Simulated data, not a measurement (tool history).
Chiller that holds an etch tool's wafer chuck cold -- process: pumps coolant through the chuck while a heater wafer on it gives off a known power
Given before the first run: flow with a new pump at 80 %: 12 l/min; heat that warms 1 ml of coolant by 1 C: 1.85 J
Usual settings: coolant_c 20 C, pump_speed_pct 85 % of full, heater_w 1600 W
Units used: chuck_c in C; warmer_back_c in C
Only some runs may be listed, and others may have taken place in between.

{"run": 1, "hour": 0.0, "coolant_c": 20, "pump_speed_pct": 85, "heater_w": 1600, "chuck_c": 33.2, "warmer_back_c": 4.64}
{"run": 2, "hour": 76.8, "coolant_c": 20, "pump_speed_pct": 85, "heater_w": 1600, "chuck_c": 33.3, "warmer_back_c": 4.65}
{"run": 3, "hour": 183.3, "coolant_c": 20, "pump_speed_pct": 85, "heater_w": 1600, "chuck_c": 33.3, "warmer_back_c": 4.73}
{"run": 4, "hour": 235.8, "coolant_c": 20, "pump_speed_pct": 78, "heater_w": 1600, "chuck_c": 34.7, "warmer_back_c": 5.17}
{"run": 5, "hour": 357.1, "coolant_c": 20, "pump_speed_pct": 78, "heater_w": 1600, "chuck_c": 34.8, "warmer_back_c": 5.21}
{"run": 6, "hour": 486.6, "coolant_c": 20, "pump_speed_pct": 78, "heater_w": 1600, "chuck_c": 34.9, "warmer_back_c": 5.24}
{"run": 7, "hour": 548.2, "coolant_c": 20, "pump_speed_pct": 78, "heater_w": 1600, "chuck_c": 34.8, "warmer_back_c": 5.2}
{"run": 8, "hour": 651.7, "coolant_c": 20, "pump_speed_pct": 78, "heater_w": 1600, "chuck_c": 35.0, "warmer_back_c": 5.29}
{"hour": 677.0, "done": "coolant changed, channels flushed"}
{"run": 9, "hour": 762.9, "coolant_c": 20, "pump_speed_pct": 78, "heater_w": 1600, "chuck_c": 33.7, "warmer_back_c": 5.29}
{"run": 10, "hour": 831.2, "coolant_c": 20, "pump_speed_pct": 78, "heater_w": 1600, "chuck_c": 33.8, "warmer_back_c": 5.32}
{"run": 11, "hour": 912.3, "coolant_c": 20, "pump_speed_pct": 78, "heater_w": 1600, "chuck_c": 33.9, "warmer_back_c": 5.33}
{"run": 12, "hour": 1025.4, "coolant_c": 20, "pump_speed_pct": 78, "heater_w": 1600, "chuck_c": 34.0, "warmer_back_c": 5.37}
{"run": 13, "hour": 1136.3, "coolant_c": 24, "pump_speed_pct": 85, "heater_w": 1600, "chuck_c": 36.8, "warmer_back_c": 4.89}
{"run": 14, "hour": 1200.4, "coolant_c": 24, "pump_speed_pct": 85, "heater_w": 1290, "chuck_c": 34.4, "warmer_back_c": 3.96}
{"run": 15, "hour": 1260.4, "coolant_c": 24, "pump_speed_pct": 85, "heater_w": 1290, "chuck_c": 34.3, "warmer_back_c": 4.01}
{"run": 16, "hour": 1336.9, "coolant_c": 20, "pump_speed_pct": 80, "heater_w": 1600, "chuck_c": 33.9, "warmer_back_c": 5.3}
{"run": 17, "hour": 1390.5, "coolant_c": 20, "pump_speed_pct": 92, "heater_w": 963, "chuck_c": 26.9, "warmer_back_c": 2.74}
{"run": 18, "hour": 1513.0, "coolant_c": 16, "pump_speed_pct": 92, "heater_w": 1936, "chuck_c": 30.8, "warmer_back_c": 5.61}
{"run": 19, "hour": 1617.4, "coolant_c": 11, "pump_speed_pct": 62, "heater_w": 1715, "chuck_c": 30.5, "warmer_back_c": 7.62}
{"hour": 1653.2, "done": "coolant pump overhauled"}
{"run": 20, "hour": 1712.0, "coolant_c": 20, "pump_speed_pct": 85, "heater_w": 1230, "chuck_c": 28.2, "warmer_back_c": 3.07}
{"run": 21, "hour": 1821.5, "coolant_c": 19, "pump_speed_pct": 74, "heater_w": 1172, "chuck_c": 27.7, "warmer_back_c": 3.37}
{"run": 22, "hour": 1886.1, "coolant_c": 19, "pump_speed_pct": 87, "heater_w": 1153, "chuck_c": 26.6, "warmer_back_c": 2.88}
{"run": 23, "hour": 1973.4, "coolant_c": 10, "pump_speed_pct": 85, "heater_w": 1853, "chuck_c": 22.9, "warmer_back_c": 4.73}
{"run": 24, "hour": 2036.6, "coolant_c": 21, "pump_speed_pct": 79, "heater_w": 1904, "chuck_c": 35.0, "warmer_back_c": 5.26}
{"run": 25, "hour": 2138.9, "coolant_c": 21, "pump_speed_pct": 79, "heater_w": 1904, "chuck_c": 35.1, "warmer_back_c": 5.24}
{"run": 26, "hour": 2197.8, "coolant_c": 21, "pump_speed_pct": 79, "heater_w": 1904, "chuck_c": 35.0, "warmer_back_c": 5.24}
{"run": 27, "hour": 2309.0, "coolant_c": 21, "pump_speed_pct": 79, "heater_w": 1904, "chuck_c": 35.4, "warmer_back_c": 5.32}
{"run": 28, "hour": 2380.7, "coolant_c": 12, "pump_speed_pct": 78, "heater_w": 1362, "chuck_c": 22.5, "warmer_back_c": 3.87}
{"run": 29, "hour": 2502.7, "coolant_c": 22, "pump_speed_pct": 98, "heater_w": 936, "chuck_c": 27.3, "warmer_back_c": 2.05}
{"run": 30, "hour": 2580.2, "coolant_c": 17, "pump_speed_pct": 68, "heater_w": 1296, "chuck_c": 28.4, "warmer_back_c": 4.3}
{"run": 31, "hour": 2663.0, "coolant_c": 17, "pump_speed_pct": 61, "heater_w": 1747, "chuck_c": 34.2, "warmer_back_c": 6.48}

Branching from run 31: 4 alternative next runs. What would each branch give?
{"run": "A", "hour": 2731.7, "coolant_c": 20, "pump_speed_pct": 97, "heater_w": 1600, "chuck_c": "?", "warmer_back_c": "?"}
{"run": "B", "hour": 2731.7, "coolant_c": 18, "pump_speed_pct": 99, "heater_w": 1158, "chuck_c": "?", "warmer_back_c": "?"}
{"run": "C", "hour": 2731.7, "coolant_c": 20, "pump_speed_pct": 62, "heater_w": 1055, "chuck_c": "?", "warmer_back_c": "?"}
{"run": "D", "hour": 2731.7, "coolant_c": 13, "pump_speed_pct": 85, "heater_w": 1600, "chuck_c": "?", "warmer_back_c": "?"}

run=A chuck_c=29.9 warmer_back_c=3.65
run=B chuck_c=24.9 warmer_back_c=2.58
run=C chuck_c=30.1 warmer_back_c=3.94
run=D chuck_c=24.3 warmer_back_c=4.16
With no hidden state in the tool, these same runs would have given:
run=A chuck_c=29.6 warmer_back_c=3.50
run=B chuck_c=24.9 warmer_back_c=2.47
run=C chuck_c=29.8 warmer_back_c=3.78
run=D chuck_c=23.8 warmer_back_c=3.98

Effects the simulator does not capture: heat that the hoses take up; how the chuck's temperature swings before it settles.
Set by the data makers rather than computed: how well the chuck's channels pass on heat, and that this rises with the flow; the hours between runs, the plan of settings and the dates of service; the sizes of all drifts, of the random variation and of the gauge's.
